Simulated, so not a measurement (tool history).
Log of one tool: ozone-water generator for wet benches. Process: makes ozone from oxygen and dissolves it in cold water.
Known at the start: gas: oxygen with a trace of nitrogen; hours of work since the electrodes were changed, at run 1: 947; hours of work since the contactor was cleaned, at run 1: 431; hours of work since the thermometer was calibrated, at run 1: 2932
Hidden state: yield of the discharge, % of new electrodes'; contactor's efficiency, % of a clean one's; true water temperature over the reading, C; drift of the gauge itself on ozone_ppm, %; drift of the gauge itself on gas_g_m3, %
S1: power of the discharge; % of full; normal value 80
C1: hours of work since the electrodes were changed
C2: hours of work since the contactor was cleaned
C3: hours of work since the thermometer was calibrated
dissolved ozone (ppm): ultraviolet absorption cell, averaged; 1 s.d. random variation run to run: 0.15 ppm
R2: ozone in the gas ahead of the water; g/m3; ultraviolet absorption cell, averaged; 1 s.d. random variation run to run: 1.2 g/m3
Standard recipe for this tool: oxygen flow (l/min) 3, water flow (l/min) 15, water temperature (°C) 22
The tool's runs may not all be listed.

Run 1, hour 0: usual settings; C1 947; C2 431; C3 2932. Result: dissolved ozone (ppm) 17.4, R2 205.9 g/m3.
Run 2, hour 44.4: usual settings; C1 976; C2 459; C3 2960. Result: dissolved ozone (ppm) 17.6, R2 207 g/m3.
Run 3, hour 108: usual settings; C1 1016; C2 499; C3 3000. Result: dissolved ozone (ppm) 18, R2 206 g/m3.
Run 4, hour 154: usual settings; C1 1045; C2 528; C3 3029. Result: dissolved ozone (ppm) 17.8, R2 206.8 g/m3.
Run 5, hour 225.4: usual settings; C1 1090; C2 574; C3 3074. Result: dissolved ozone (ppm) 17.8, R2 205.5 g/m3.
Run 6, hour 327.2: usual settings; C1 1155; C2 638; C3 3139. Result: dissolved ozone (ppm) 17.7, R2 206.1 g/m3.
Run 7, hour 369.5: usual settings; C1 1182; C2 665; C3 3166. Result: dissolved ozone (ppm) 17.4, R2 204.7 g/m3.
Run 8, hour 439.8: usual settings; C1 1226; C2 709; C3 3210. Result: dissolved ozone (ppm) 17.5, R2 204.4 g/m3.
Run 9, hour 528.1: usual settings; C1 1282; C2 765; C3 3266. Result: dissolved ozone (ppm) 17.7, R2 204.3 g/m3.
Run 10, hour 605.7: usual settings; C1 1331; C2 814; C3 3315. Result: dissolved ozone (ppm) 17.3, R2 204.6 g/m3.
Run 11, hour 695.8: usual settings; C1 1388; C2 872; C3 3372. Result: dissolved ozone (ppm) 17.4, R2 203.5 g/m3.
Run 12, hour 741.5: usual settings; C1 1417; C2 900; C3 3401. Result: dissolved ozone (ppm) 17.4, R2 204.1 g/m3.
Run 13, hour 808.6: usual settings; C1 1460; C2 943; C3 3444. Result: dissolved ozone (ppm) 17.6, R2 203.7 g/m3.
Run 14, hour 890.9: usual settings; C1 1512; C2 995; C3 3496. Result: dissolved ozone (ppm) 17.3, R2 202 g/m3.
Run 15, hour 961.3: usual settings; C1 1556; C2 1040; C3 3541. Result: dissolved ozone (ppm) 17.5, R2 203.4 g/m3.
Run 16, hour 1058.3: usual settings; C1 1618; C2 1101; C3 3602. Result: dissolved ozone (ppm) 17.3, R2 204.2 g/m3.
Run 17, hour 1142.4: usual settings; C1 1671; C2 1154; C3 3655. Result: dissolved ozone (ppm) 17.2, R2 200.9 g/m3.
Run 18, hour 1240.2: usual settings but S1 61 % of full, water flow (l/min) 22; C1 1733; C2 1216; C3 3717. Result: dissolved ozone (ppm) 9.7, R2 165 g/m3.
At hour 1328.5: water thermometer calibrated.
Run 19, hour 1337.1: usual settings but S1 76 % of full, oxygen flow (l/min) 4.63, water flow (l/min) 24, water temperature (°C) 28; C1 1794; C2 1277; C3 5. Result: dissolved ozone (ppm) 9.3, R2 143 g/m3.
Run 20, hour 1395.9: usual settings but S1 76 % of full, oxygen flow (l/min) 4.63, water flow (l/min) 24, water temperature (°C) 28; C1 1831; C2 1315; C3 43. Result: dissolved ozone (ppm) 9.1, R2 143.8 g/m3.
Run 21, hour 1457.8: usual settings but oxygen flow (l/min) 3.2, water flow (l/min) 12; C1 1871; C2 1354; C3 82. Result: dissolved ozone (ppm) 20.8, R2 190.7 g/m3.
Run 22, hour 1546.9: usual settings but S1 41 % of full, water flow (l/min) 19, water temperature (°C) 19; C1 1927; C2 1410; C3 138. Result: dissolved ozone (ppm) 8.9, R2 124.6 g/m3.
Run 23, hour 1646.4: usual settings but S1 41 % of full, water flow (l/min) 19, water temperature (°C) 19; C1 1990; C2 1473; C3 201. Result: dissolved ozone (ppm) 8.6, R2 124.9 g/m3.
Run 24, hour 1707.4: usual settings but S1 41 % of full, water flow (l/min) 19, water temperature (°C) 19; C1 2029; C2 1512; C3 240. Result: dissolved ozone (ppm) 8.6, R2 122.9 g/m3.
Run 25, hour 1774: usual settings but S1 41 % of full, water flow (l/min) 19, water temperature (°C) 19; C1 2071; C2 1554; C3 282. Result: dissolved ozone (ppm) 8.8, R2 124.2 g/m3.
Run 26, hour 1821.3: usual settings but S1 41 % of full, water flow (l/min) 19, water temperature (°C) 19; C1 2101; C2 1584; C3 312. Result: dissolved ozone (ppm) 8.5, R2 124.4 g/m3.
Run 27, hour 1921: usual settings but S1 46 % of full, oxygen flow (l/min) 4.1; C1 2164; C2 1647; C3 375. Result: dissolved ozone (ppm) 10.8, R2 107.8 g/m3.
Run 28, hour 1975.4: usual settings but S1 56 % of full, oxygen flow (l/min) 3.12; C1 2198; C2 1682; C3 410. Result: dissolved ozone (ppm) 13.1, R2 150.3 g/m3.
Run 29, hour 2038.9: usual settings but S1 41 % of full, oxygen flow (l/min) 2.92; C1 2239; C2 1722; C3 450. Result: dissolved ozone (ppm) 10.6, R2 125.8 g/m3.
Run 30, hour 2091.4: usual settings but S1 41 % of full, oxygen flow (l/min) 2.92; C1 2272; C2 1755; C3 483. Result: dissolved ozone (ppm) 10.5, R2 126.6 g/m3.
Run 31, hour 2186.5: usual settings but S1 41 % of full, oxygen flow (l/min) 2.92; C1 2332; C2 1815; C3 543. Result: dissolved ozone (ppm) 10.7, R2 125.6 g/m3.
Run 32, hour 2247.2: usual settings but S1 74 % of full, oxygen flow (l/min) 1.93, water flow (l/min) 12, water temperature (°C) 25; C1 2371; C2 1854; C3 582. Result: dissolved ozone (ppm) 19.6, R2 252.5 g/m3.

5 options for the next run, each taken on its own from the tool as it stands now. Forecast them:
Run A, hour 2320.8: usual settings but S1 99 % of full, oxygen flow (l/min) 1.93, water flow (l/min) 9, water temperature (°C) 25; C1 2417; C2 1900; C3 629. Result: dissolved ozone (ppm) ?, R2 ?.
Run B, hour 2320.8: usual settings but S1 51 % of full, oxygen flow (l/min) 1.93, water flow (l/min) 17, water temperature (°C) 18; C1 2417; C2 1900; C3 629. Result: dissolved ozone (ppm) ?, R2 ?.
Run C, hour 2320.8: usual settings but S1 41 % of full, oxygen flow (l/min) 2.07, water flow (l/min) 12, water temperature (°C) 28; C1 2417; C2 1900; C3 629. Result: dissolved ozone (ppm) ?, R2 ?.
Run D, hour 2320.8: usual settings but S1 74 % of full, oxygen flow (l/min) 1.93, water flow (l/min) 10, water temperature (°C) 25; C1 2417; C2 1900; C3 629. Result: dissolved ozone (ppm) ?, R2 ?.
Run E, hour 2320.8: usual settings but S1 53 % of full; C1 2417; C2 1900; C3 629. Result: dissolved ozone (ppm) ?, R2 ?.

run  dissolved ozone (ppm)     R2
  A                   30.7  311.8
  B                   11.5  195.7
  C                   12.3  159.6
  D                   23.3    255
  E                   12.7  148.1
Had the tool no hidden state, the same runs would have come out as:
run  dissolved ozone (ppm)     R2
  A                   33.9  338.3
  B                   12.4  205.7
  C                     13  166.1
  D                   25.3  272.9
  E                   13.7  155.9
